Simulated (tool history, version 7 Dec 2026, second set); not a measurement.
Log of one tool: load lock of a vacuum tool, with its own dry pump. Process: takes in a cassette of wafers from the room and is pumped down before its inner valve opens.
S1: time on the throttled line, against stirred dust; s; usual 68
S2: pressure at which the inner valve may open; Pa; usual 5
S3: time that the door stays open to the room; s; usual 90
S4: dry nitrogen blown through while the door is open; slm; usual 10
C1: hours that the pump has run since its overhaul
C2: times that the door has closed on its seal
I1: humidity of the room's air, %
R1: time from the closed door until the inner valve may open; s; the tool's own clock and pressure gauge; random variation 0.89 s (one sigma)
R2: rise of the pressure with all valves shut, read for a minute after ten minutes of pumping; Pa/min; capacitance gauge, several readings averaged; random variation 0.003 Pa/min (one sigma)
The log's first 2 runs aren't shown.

{"run": 3, "hour": 140.3, "S1": 68, "S2": 5, "S3": 90, "S4": 10, "C1": 1350, "C2": 17191, "I1": 42.6, "R1": 138.5, "R2": 0.032}
{"run": 4, "hour": 185.0, "S1": 68, "S2": 5, "S3": 90, "S4": 10, "C1": 1395, "C2": 17375, "I1": 45.5, "R1": 139.7, "R2": 0.034}
{"run": 5, "hour": 233.5, "S1": 68, "S2": 5, "S3": 90, "S4": 10, "C1": 1443, "C2": 17575, "I1": 47.2, "R1": 139.2, "R2": 0.032}
{"run": 6, "hour": 284.0, "S1": 68, "S2": 5, "S3": 90, "S4": 10, "C1": 1494, "C2": 17784, "I1": 49.0, "R1": 140.4, "R2": 0.035}
{"run": 7, "hour": 381.2, "S1": 68, "S2": 5, "S3": 90, "S4": 10, "C1": 1591, "C2": 18184, "I1": 44.7, "R1": 139.2, "R2": 0.033}
{"run": 8, "hour": 478.8, "S1": 68, "S2": 5, "S3": 90, "S4": 10, "C1": 1688, "C2": 18587, "I1": 40.9, "R1": 138.7, "R2": 0.027}
{"run": 9, "hour": 553.9, "S1": 68, "S2": 5, "S3": 90, "S4": 10, "C1": 1764, "C2": 18896, "I1": 43.4, "R1": 139.6, "R2": 0.036}
{"run": 10, "hour": 632.7, "S1": 72, "S2": 5, "S3": 90, "S4": 10, "C1": 1842, "C2": 19221, "I1": 46.4, "R1": 143.1, "R2": 0.031}
{"run": 11, "hour": 711.4, "S1": 68, "S2": 5, "S3": 43, "S4": 10, "C1": 1921, "C2": 19546, "I1": 46.0, "R1": 140.0, "R2": 0.028}
{"run": 12, "hour": 787.1, "S1": 68, "S2": 5, "S3": 43, "S4": 10, "C1": 1997, "C2": 19858, "I1": 41.9, "R1": 140.8, "R2": 0.024}
{"run": 13, "hour": 880.3, "S1": 68, "S2": 5, "S3": 43, "S4": 10, "C1": 2090, "C2": 20242, "I1": 44.7, "R1": 140.5, "R2": 0.025}
{"run": 14, "hour": 967.1, "S1": 68, "S2": 5, "S3": 43, "S4": 10, "C1": 2177, "C2": 20600, "I1": 47.5, "R1": 140.4, "R2": 0.032}
{"run": 15, "hour": 1063.8, "S1": 68, "S2": 5, "S3": 43, "S4": 10, "C1": 2273, "C2": 20999, "I1": 46.4, "R1": 139.7, "R2": 0.029}
{"run": 16, "hour": 1132.8, "S1": 68, "S2": 7, "S3": 90, "S4": 10, "C1": 2342, "C2": 21283, "I1": 45.3, "R1": 137.9, "R2": 0.036}
{"run": 17, "hour": 1178.7, "S1": 68, "S2": 7, "S3": 90, "S4": 10, "C1": 2388, "C2": 21473, "I1": 48.5, "R1": 134.6, "R2": 0.037}
{"run": 18, "hour": 1248.9, "S1": 68, "S2": 5, "S3": 90, "S4": 10, "C1": 2459, "C2": 21762, "I1": 48.1, "R1": 141.6, "R2": 0.034}
{"run": 19, "hour": 1332.5, "S1": 68, "S2": 5, "S3": 90, "S4": 10, "C1": 2542, "C2": 22107, "I1": 42.9, "R1": 140.5, "R2": 0.028}
{"run": 20, "hour": 1407.9, "S1": 68, "S2": 5, "S3": 90, "S4": 10, "C1": 2618, "C2": 22418, "I1": 46.8, "R1": 139.8, "R2": 0.033}
{"run": 21, "hour": 1461.8, "S1": 68, "S2": 5, "S3": 90, "S4": 10, "C1": 2671, "C2": 22640, "I1": 45.1, "R1": 140.5, "R2": 0.03}
{"run": 22, "hour": 1530.5, "S1": 68, "S2": 6, "S3": 90, "S4": 40, "C1": 2740, "C2": 22923, "I1": 45.2, "R1": 137.1, "R2": 0.021}
{"run": 23, "hour": 1594.4, "S1": 68, "S2": 6, "S3": 90, "S4": 40, "C1": 2804, "C2": 23187, "I1": 47.8, "R1": 137.5, "R2": 0.016}
{"run": 24, "hour": 1690.4, "S1": 70, "S2": 5, "S3": 90, "S4": 10, "C1": 2900, "C2": 23583, "I1": 49.9, "R1": 140.0, "R2": 0.04}
{"run": 25, "hour": 1777.5, "S1": 108, "S2": 7, "S3": 31, "S4": 4, "C1": 2987, "C2": 23942, "I1": 41.1, "R1": 165.7, "R2": 0.032}
{"run": 26, "hour": 1831.4, "S1": 68, "S2": 7, "S3": 201, "S4": 4, "C1": 3041, "C2": 24164, "I1": 46.1, "R1": 137.1, "R2": 0.055}
{"run": 27, "hour": 1894.3, "S1": 71, "S2": 4, "S3": 107, "S4": 9, "C1": 3104, "C2": 24423, "I1": 43.4, "R1": 145.0, "R2": 0.034}

Run 28 comes next. What will it give?
{"run": 28, "hour": 1940.7, "S1": 71, "S2": 4, "S3": 107, "S4": 9, "C1": 3150, "C2": 24614, "I1": 45.2, "R1": "?", "R2": "?"}

Run 28 gave R1 142.5 s, R2 0.036 Pa/min.
Without the tool's hidden state the same run would have given R1 142.5 s, R2 0.035 Pa/min.

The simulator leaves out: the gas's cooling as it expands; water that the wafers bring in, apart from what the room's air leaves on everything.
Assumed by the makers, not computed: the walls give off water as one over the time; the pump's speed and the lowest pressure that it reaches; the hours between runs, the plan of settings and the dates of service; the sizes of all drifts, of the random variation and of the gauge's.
